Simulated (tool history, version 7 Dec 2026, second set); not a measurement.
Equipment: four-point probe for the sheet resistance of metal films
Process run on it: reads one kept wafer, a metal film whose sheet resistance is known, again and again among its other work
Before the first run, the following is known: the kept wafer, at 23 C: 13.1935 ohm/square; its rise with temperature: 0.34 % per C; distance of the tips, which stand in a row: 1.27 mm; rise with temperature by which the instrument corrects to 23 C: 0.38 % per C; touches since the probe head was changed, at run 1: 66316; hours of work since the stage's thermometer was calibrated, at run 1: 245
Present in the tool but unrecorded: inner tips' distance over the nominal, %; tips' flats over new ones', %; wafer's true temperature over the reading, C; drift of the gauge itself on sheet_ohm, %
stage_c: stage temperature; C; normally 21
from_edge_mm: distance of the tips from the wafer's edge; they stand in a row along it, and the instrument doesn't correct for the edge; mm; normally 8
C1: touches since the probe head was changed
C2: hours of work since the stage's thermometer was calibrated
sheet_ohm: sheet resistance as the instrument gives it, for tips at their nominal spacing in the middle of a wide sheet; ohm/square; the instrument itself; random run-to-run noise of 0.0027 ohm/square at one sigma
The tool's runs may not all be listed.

Run 1, day 0: usual settings; C1 66316; C2 245. Result: sheet_ohm 13.283594 ohm/square.
Run 2, day 1.604: usual settings; C1 68065; C2 268. Result: sheet_ohm 13.28302 ohm/square.
Run 3, day 2.658: usual settings; C1 69210; C2 283. Result: sheet_ohm 13.280011 ohm/square.
Run 4, day 4.533: usual settings; C1 71254; C2 309. Result: sheet_ohm 13.279113 ohm/square.
Run 5, day 6.617: usual settings but from_edge_mm 70 mm; C1 73521; C2 338. Result: sheet_ohm 13.108184 ohm/square.
Run 6, day 7.946: usual settings but from_edge_mm 70 mm; C1 74968; C2 357. Result: sheet_ohm 13.104372 ohm/square.
Run 7, day 8.888: usual settings; C1 75998; C2 370. Result: sheet_ohm 13.277159 ohm/square.
Run 8, day 10.683: usual settings; C1 77950; C2 395. Result: sheet_ohm 13.27931 ohm/square.
Run 9, day 12.025: usual settings; C1 79410; C2 414. Result: sheet_ohm 13.275453 ohm/square.
Run 10, day 14.096: usual settings; C1 81669; C2 443. Result: sheet_ohm 13.270702 ohm/square.
Run 11, day 15.442: usual settings; C1 83134; C2 462. Result: sheet_ohm 13.268244 ohm/square.
Run 12, day 16.738: usual settings; C1 84545; C2 480. Result: sheet_ohm 13.26695 ohm/square.
Run 13, day 17.788: usual settings; C1 85687; C2 495. Result: sheet_ohm 13.263871 ohm/square.
Run 14, day 19.312: usual settings; C1 87351; C2 517. Result: sheet_ohm 13.268023 ohm/square.
Run 15, day 20.742: usual settings; C1 88907; C2 537. Result: sheet_ohm 13.267691 ohm/square.
Run 16, day 21.917: usual settings; C1 90184; C2 553. Result: sheet_ohm 13.266867 ohm/square.
Run 17, day 23.367: usual settings; C1 91764; C2 573. Result: sheet_ohm 13.268196 ohm/square.
Run 18, day 24.725: usual settings but from_edge_mm 35 mm; C1 93242; C2 593. Result: sheet_ohm 13.095787 ohm/square.
Run 19, day 25.888: usual settings; C1 94509; C2 609. Result: sheet_ohm 13.26419 ohm/square.
Run 20, day 27.775: usual settings but stage_c 20 C; C1 96566; C2 635. Result: sheet_ohm 13.267712 ohm/square.
Run 21, day 29.529: usual settings but stage_c 25 C; C1 98474; C2 660. Result: sheet_ohm 13.243603 ohm/square.
Run 22, day 30.508: usual settings but stage_c 25 C; C1 99543; C2 674. Result: sheet_ohm 13.235999 ohm/square.
Run 23, day 32.421: usual settings but from_edge_mm 13 mm; C1 101625; C2 701. Result: sheet_ohm 13.150243 ohm/square.
Run 24, day 34.092: usual settings but from_edge_mm 27 mm; C1 103444; C2 724. Result: sheet_ohm 13.095949 ohm/square.
At day 35.421: new probe head fitted.
Run 25, day 35.521: usual settings but stage_c 26 C, from_edge_mm 19 mm; C1 108; C2 744. Result: sheet_ohm 13.220962 ohm/square.
Run 26, day 36.604: usual settings but stage_c 35 C, from_edge_mm 10 mm; C1 1289; C2 759. Result: sheet_ohm 13.254384 ohm/square.
Run 27, day 37.6: usual settings but from_edge_mm 6 mm; C1 2371; C2 773. Result: sheet_ohm 13.517066 ohm/square.
Run 28, day 38.538: usual settings but stage_c 29 C, from_edge_mm 12 mm; C1 3392; C2 786. Result: sheet_ohm 13.245578 ohm/square.
Run 29, day 39.85: usual settings but stage_c 31 C, from_edge_mm 59 mm; C1 4821; C2 804. Result: sheet_ohm 13.156475 ohm/square.
Run 30, day 40.762: usual settings but stage_c 22 C, from_edge_mm 5 mm; C1 5815; C2 817. Result: sheet_ohm 13.639001 ohm/square.
Run 31, day 42.204: usual settings but stage_c 22 C, from_edge_mm 5 mm; C1 7385; C2 838. Result: sheet_ohm 13.637082 ohm/square.
At day 42.396: stage's thermometer calibrated.
Run 32, day 44.004: usual settings but stage_c 22 C, from_edge_mm 5 mm; C1 9325; C2 23. Result: sheet_ohm 13.637753 ohm/square.
Run 33, day 46.038: usual settings but stage_c 22 C, from_edge_mm 5 mm; C1 11537; C2 51. Result: sheet_ohm 13.636891 ohm/square.
Run 34, day 47.617: usual settings but stage_c 24 C; C1 13259; C2 73. Result: sheet_ohm 13.358589 ohm/square.
Run 35, day 49.771: usual settings but stage_c 25 C, from_edge_mm 4 mm; C1 15603; C2 104. Result: sheet_ohm 13.854272 ohm/square.
Run 36, day 51.683: usual settings but stage_c 29 C, from_edge_mm 19 mm; C1 17688; C2 130. Result: sheet_ohm 13.186663 ohm/square.
Run 37, day 52.8: usual settings but stage_c 27 C, from_edge_mm 15 mm; C1 18902; C2 146. Result: sheet_ohm 13.218244 ohm/square.
Run 38, day 54.858: usual settings but stage_c 22 C, from_edge_mm 28 mm; C1 21145; C2 175. Result: sheet_ohm 13.206463 ohm/square.
At day 55.204: stage's thermometer calibrated, once more.
Run 39, day 56.167: usual settings but from_edge_mm 12 mm; C1 22547; C2 14. Result: sheet_ohm 13.264966 ohm/square.
Run 40, day 57.946: usual settings but from_edge_mm 37 mm; C1 24484; C2 39. Result: sheet_ohm 13.18947 ohm/square.
Run 41, day 58.9: usual settings but from_edge_mm 37 mm; C1 25525; C2 52. Result: sheet_ohm 13.185337 ohm/square.
Run 42, day 60.779: usual settings but stage_c 23 C, from_edge_mm 6 mm; C1 27569; C2 78. Result: sheet_ohm 13.480657 ohm/square.
Run 43, day 62.138: usual settings but stage_c 29 C, from_edge_mm 6 mm; C1 29050; C2 97. Result: sheet_ohm 13.455435 ohm/square.
Run 44, day 63.938: usual settings but stage_c 29 C, from_edge_mm 6 mm; C1 31012; C2 123. Result: sheet_ohm 13.451796 ohm/square.
Run 45, day 66.054: usual settings but stage_c 29 C, from_edge_mm 6 mm; C1 33315; C2 152. Result: sheet_ohm 13.447491 ohm/square.

Entry by entry between the runs, the difference in hidden state between the last listed run before and the first listed run after:
From run 24 to run 25: new probe head fitted (day 35.421)
  inner tips' distance over the nominal, %: -0.917 -> -0.023; tips' flats over new ones', %: 59 -> 0; wafer's true temperature over the reading, C: 0.18 -> 0.19
  measured value less the no-hidden-state value, sheet_ohm: -0.1228 -> +0.005036 ohm/square
From run 31 to run 32: stage's thermometer calibrated (day 42.396)
  inner tips' distance over the nominal, %: -0.066 -> -0.078; tips' flats over new ones', %: 4 -> 5; wafer's true temperature over the reading, C: 0.2 -> 0.23
  measured value less the no-hidden-state value, sheet_ohm: -0.00044 -> -0.000978 ohm/square
From run 38 to run 39: stage's thermometer calibrated, once more (day 55.204)
  inner tips' distance over the nominal, %: -0.148 -> -0.157; tips' flats over new ones', %: 11 -> 12; wafer's true temperature over the reading, C: 0.25 -> 0.06
  measured value less the no-hidden-state value, sheet_ohm: -0.009979 -> -0.019883 ohm/square
